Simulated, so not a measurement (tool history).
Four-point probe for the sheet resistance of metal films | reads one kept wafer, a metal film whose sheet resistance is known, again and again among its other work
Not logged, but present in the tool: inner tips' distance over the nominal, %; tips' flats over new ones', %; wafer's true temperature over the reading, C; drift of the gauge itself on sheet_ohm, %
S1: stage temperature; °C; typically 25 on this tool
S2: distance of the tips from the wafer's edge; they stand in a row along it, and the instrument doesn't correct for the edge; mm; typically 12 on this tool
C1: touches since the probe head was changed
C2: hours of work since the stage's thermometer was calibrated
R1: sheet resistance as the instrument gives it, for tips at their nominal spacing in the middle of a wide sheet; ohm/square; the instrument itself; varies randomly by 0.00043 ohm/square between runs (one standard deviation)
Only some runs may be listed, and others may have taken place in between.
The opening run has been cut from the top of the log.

run	hour	S1	S2	C1	C2	R1
2	21.8	33	12	10267	92	2.144844
3	35	19	12	10721	98	2.134046
4	56.1	31	12	11443	108	2.143411
5	81.3	25	5	12307	120	2.197391
6	100	25	5	12948	128	2.196471
7	121.8	23	12	13699	138	2.136543
8	141.6	32	12	14377	148	2.143604
9	167.1	32	12	15252	159	2.142987
10	188	32	12	15967	169	2.14318
11	212	25	12	16792	180	2.138612
12	227.2	25	12	17312	187	2.138197
13	242.8	26	12	17847	194	2.139773
14	269.5	26	12	18764	207	2.139094
15	297.9	26	12	19737	220	2.138544
16	322	25	12	20563	231	2.13872
17	340.6	25	12	21203	240	2.137782
18	369.4	25	12	22191	253	2.137959
19	400	20	30	23239	267	2.123565

The next listed run, before its measurement:
20	421.6	19	29	23979	277	?

{"run 20": {"R1": 2.122582}}
Minus the tool's unlogged condition, the same run would have read R1 2.125847 ohm/square.
